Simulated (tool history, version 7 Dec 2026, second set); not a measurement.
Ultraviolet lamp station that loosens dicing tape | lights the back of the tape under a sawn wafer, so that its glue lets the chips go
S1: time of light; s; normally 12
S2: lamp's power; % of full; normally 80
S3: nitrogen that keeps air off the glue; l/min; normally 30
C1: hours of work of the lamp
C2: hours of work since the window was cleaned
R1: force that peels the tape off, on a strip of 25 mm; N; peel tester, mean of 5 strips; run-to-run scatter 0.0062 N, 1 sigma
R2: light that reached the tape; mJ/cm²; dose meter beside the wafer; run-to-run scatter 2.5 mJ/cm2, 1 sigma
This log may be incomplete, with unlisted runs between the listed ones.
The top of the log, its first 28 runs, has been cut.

Run 29, hour 323.4: usual settings but S1 6 s, S2 93 % of full, S3 15 l/min; C1 816; C2 129. Result: R1 1.418 N, R2 118 mJ/cm².
Run 30, hour 333.8: usual settings but S1 6 s, S2 93 % of full, S3 15 l/min; C1 825; C2 138. Result: R1 1.444 N, R2 111 mJ/cm².
Run 31, hour 349.5: usual settings but S1 6 s, S2 93 % of full, S3 15 l/min; C1 837; C2 150. Result: R1 1.454 N, R2 112 mJ/cm².
Run 32, hour 366.8: usual settings but S1 16 s, S2 73 % of full, S3 42 l/min; C1 850; C2 163. Result: R1 0.277 N, R2 233 mJ/cm².
Run 33, hour 377.9: usual settings but S1 9 s, S2 73 % of full, S3 42 l/min; C1 859; C2 172. Result: R1 0.802 N, R2 130 mJ/cm².
Run 34, hour 391.1: usual settings but S1 18 s, S2 66 % of full, S3 34 l/min; C1 869; C2 182. Result: R1 0.314 N, R2 232 mJ/cm².
Run 35, hour 406.4: usual settings but S1 18 s, S2 66 % of full, S3 34 l/min; C1 881; C2 194. Result: R1 0.339 N, R2 232 mJ/cm².
Run 36, hour 422.8: usual settings but S1 18 s, S2 66 % of full, S3 34 l/min; C1 894; C2 207. Result: R1 0.336 N, R2 226 mJ/cm².
Run 37, hour 437.6: usual settings but S1 18 s, S2 90 % of full, S3 21 l/min; C1 906; C2 219. Result: R1 0.255 N, R2 304 mJ/cm².
Run 38, hour 448.5: usual settings but S1 7 s; C1 914; C2 227. Result: R1 1.214 N, R2 107 mJ/cm².
Run 39, hour 466.5: usual settings; C1 928; C2 241. Result: R1 0.59 N, R2 178 mJ/cm².
Run 40, hour 476.2: usual settings; C1 936; C2 249. Result: R1 0.608 N, R2 174 mJ/cm².
Run 41, hour 485.6: usual settings; C1 943; C2 256. Result: R1 0.615 N, R2 175 mJ/cm².
Run 42, hour 501.1: usual settings; C1 955; C2 268. Result: R1 0.608 N, R2 175 mJ/cm².
Run 43, hour 509.5: usual settings but S1 7 s, S2 61 % of full, S3 40 l/min; C1 962; C2 275. Result: R1 1.489 N, R2 75 mJ/cm².
Run 44, hour 527.6: usual settings but S1 19 s, S2 87 % of full, S3 13 l/min; C1 976; C2 289. Result: R1 0.413 N, R2 293 mJ/cm².

Here are 3 independent what-if runs from the current tool condition. What would each one return?
Run A, hour 535.4: usual settings but S1 9 s, S2 87 % of full, S3 13 l/min; C1 982; C2 295. Result: R1 ?, R2 ?.
Run B, hour 535.4: usual settings but S1 23 s, S2 78 % of full, S3 54 l/min; C1 982; C2 295. Result: R1 ?, R2 ?.
Run C, hour 535.4: usual settings but S1 14 s; C1 982; C2 295. Result: R1 ?, R2 ?.

run     R1   R2
  A  1.325  140
  B  0.122  315
  C  0.486  200
The same runs, with their run-to-run variation unchanged, on a tool lacking any hidden condition would have given:
run     R1   R2
  A  0.572  257
  B  0.065  584
  C  0.128  369

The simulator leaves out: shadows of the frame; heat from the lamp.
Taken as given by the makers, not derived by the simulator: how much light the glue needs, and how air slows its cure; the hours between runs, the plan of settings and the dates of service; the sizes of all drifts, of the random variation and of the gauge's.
